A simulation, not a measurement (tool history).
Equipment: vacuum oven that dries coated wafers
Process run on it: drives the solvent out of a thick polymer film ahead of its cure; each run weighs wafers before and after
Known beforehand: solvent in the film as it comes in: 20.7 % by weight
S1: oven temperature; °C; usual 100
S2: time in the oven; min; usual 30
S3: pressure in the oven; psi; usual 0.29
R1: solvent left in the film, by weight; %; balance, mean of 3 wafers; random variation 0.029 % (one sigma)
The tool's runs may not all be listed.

Run 1, hour 0: usual settings. Result: R1 1.89 %.
Run 2, hour 67.8: usual settings. Result: R1 1.84 %.
Run 3, hour 140.7: usual settings. Result: R1 1.84 %.
Run 4, hour 254.3: usual settings but S1 96 °C. Result: R1 2.9 %.
Run 5, hour 355.3: usual settings. Result: R1 1.86 %.
Run 6, hour 465.1: usual settings. Result: R1 1.88 %.
Run 7, hour 515.4: usual settings. Result: R1 1.85 %.
Run 8, hour 574: usual settings but S3 1.083 psi. Result: R1 3.27 %.
Run 9, hour 647.1: usual settings but S2 17 min. Result: R1 4.33 %.
At hour 679: oven's thermocouples calibrated.
Run 10, hour 722.9: usual settings but S2 17 min. Result: R1 4.7 %.
Run 11, hour 816.7: usual settings. Result: R1 2.04 %.
Run 12, hour 886.7: usual settings. Result: R1 2.07 %.
Run 13, hour 986: usual settings. Result: R1 2.05 %.
Run 14, hour 1064.9: usual settings. Result: R1 2.05 %.
Run 15, hour 1157.9: usual settings but S3 0.445 psi. Result: R1 2.3 %.
Run 16, hour 1236.3: usual settings but S3 0.445 psi. Result: R1 2.29 %.
Run 17, hour 1337.9: usual settings but S1 112 °C. Result: R1 0.51 %.
Run 18, hour 1389.9: usual settings but S2 45 min. Result: R1 1.05 %.
Run 19, hour 1505.9: usual settings but S2 45 min. Result: R1 1.11 %.
Run 20, hour 1616.1: usual settings but S2 24 min. Result: R1 2.86 %.
Run 21, hour 1673.5: usual settings but S2 24 min. Result: R1 2.87 %.
Run 22, hour 1721.6: usual settings but S2 17 min. Result: R1 4.53 %.
Run 23, hour 1837: usual settings but S1 105 °C, S3 0.334 psi. Result: R1 1.18 %.
Run 24, hour 1950.2: usual settings but S1 105 °C, S3 0.334 psi. Result: R1 1.15 %.
Run 25, hour 2001.2: usual settings but S1 105 °C, S3 1.063 psi. Result: R1 2.27 %.
At hour 2073: oven's thermocouples calibrated.
Run 26, hour 2113.3: usual settings but S1 105 °C, S3 1.063 psi. Result: R1 2.36 %.
Run 27, hour 2213.4: usual settings but S1 105 °C, S3 1.063 psi. Result: R1 2.31 %.
Run 28, hour 2314.7: usual settings but S1 111 °C, S2 24 min, S3 0.212 psi. Result: R1 0.69 %.
Run 29, hour 2372.3: usual settings but S2 26 min. Result: R1 2.55 %.
Run 30, hour 2463.8: usual settings but S2 26 min, S3 0.186 psi. Result: R1 2.42 %.
Run 31, hour 2518.7: usual settings but S1 106 °C, S2 16 min, S3 0.318 psi. Result: R1 2.87 %.
Run 32, hour 2600: usual settings but S1 106 °C, S2 16 min, S3 0.318 psi. Result: R1 2.93 %.
Run 33, hour 2649.4: usual settings but S1 106 °C, S2 39 min, S3 0.318 psi. Result: R1 0.79 %.
Run 34, hour 2712.2: usual settings but S1 114 °C, S3 0.831 psi. Result: R1 1.13 %.
Run 35, hour 2769.6: usual settings but S1 109 °C, S2 17 min, S3 0.248 psi. Result: R1 1.79 %.
Run 36, hour 2818.6: usual settings but S1 97 °C, S2 18 min, S3 0.294 psi. Result: R1 5.42 %.
Run 37, hour 2894.4: usual settings but S1 97 °C, S2 25 min, S3 0.205 psi. Result: R1 3.5 %.
Run 38, hour 2966: usual settings but S1 102 °C, S3 0.782 psi. Result: R1 2.37 %.
Run 39, hour 3057.9: usual settings but S1 87 °C, S3 0.154 psi. Result: R1 6.25 %.
Run 40, hour 3150: usual settings but S1 87 °C, S3 0.154 psi. Result: R1 6.22 %.
Run 41, hour 3208.8: usual settings but S1 87 °C, S3 0.154 psi. Result: R1 6.22 %.
Run 42, hour 3259.4: usual settings but S1 87 °C, S3 0.154 psi. Result: R1 6.21 %.

Here are 4 independent what-if runs from the current tool condition. What would each one return?
Run A, hour 3340.7: usual settings but S1 98 °C, S2 49 min, S3 0.473 psi. Result: R1 ?.
Run B, hour 3340.7: usual settings but S1 98 °C, S2 26 min, S3 0.154 psi. Result: R1 ?.
Run C, hour 3340.7: usual settings but S1 98 °C, S3 0.596 psi. Result: R1 ?.
Run D, hour 3340.7: usual settings but S1 102 °C, S2 18 min. Result: R1 ?.

run    R1
  A  1.55
  B  2.78
  C  3.04
  D  3.48
The same runs, with their run-to-run variation unchanged, on a tool lacking any hidden condition would have given:
run    R1
  A  1.39
  B  2.77
  C     3
  D  3.52
